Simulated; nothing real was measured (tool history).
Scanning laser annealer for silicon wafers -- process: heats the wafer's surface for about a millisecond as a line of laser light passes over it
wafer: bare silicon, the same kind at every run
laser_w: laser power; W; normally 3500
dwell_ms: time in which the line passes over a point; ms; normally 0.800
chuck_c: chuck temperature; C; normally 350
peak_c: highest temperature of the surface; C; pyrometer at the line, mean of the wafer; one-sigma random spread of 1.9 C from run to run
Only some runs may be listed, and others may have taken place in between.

run    day  laser_w  dwell_ms  chuck_c  peak_c
  1  0.000     3500     0.800      350    1135
  2  0.342     3500     0.800      350    1133
  3  0.612     3500     0.800      350    1137
     0.725  -- window over the wafer cleaned
  4  1.079     3500     0.800      350    1177
  5  1.338     3500     0.800      350    1177
  6  1.571     3500     0.800      350    1177
  7  1.958     3500     0.844      327    1173
  8  2.242     3615     0.734      350    1176
  9  2.492     3615     0.734      350    1177
 10  2.671     3615     0.734      350    1175
 11  3.058     3167     0.627      363    1016

What does the tool deliver on the next run?
 12  3.292     3167     0.627      362       ?

peak_c: 1018 C
With no hidden state in the tool, this same run would have given peak_c 1021 C.

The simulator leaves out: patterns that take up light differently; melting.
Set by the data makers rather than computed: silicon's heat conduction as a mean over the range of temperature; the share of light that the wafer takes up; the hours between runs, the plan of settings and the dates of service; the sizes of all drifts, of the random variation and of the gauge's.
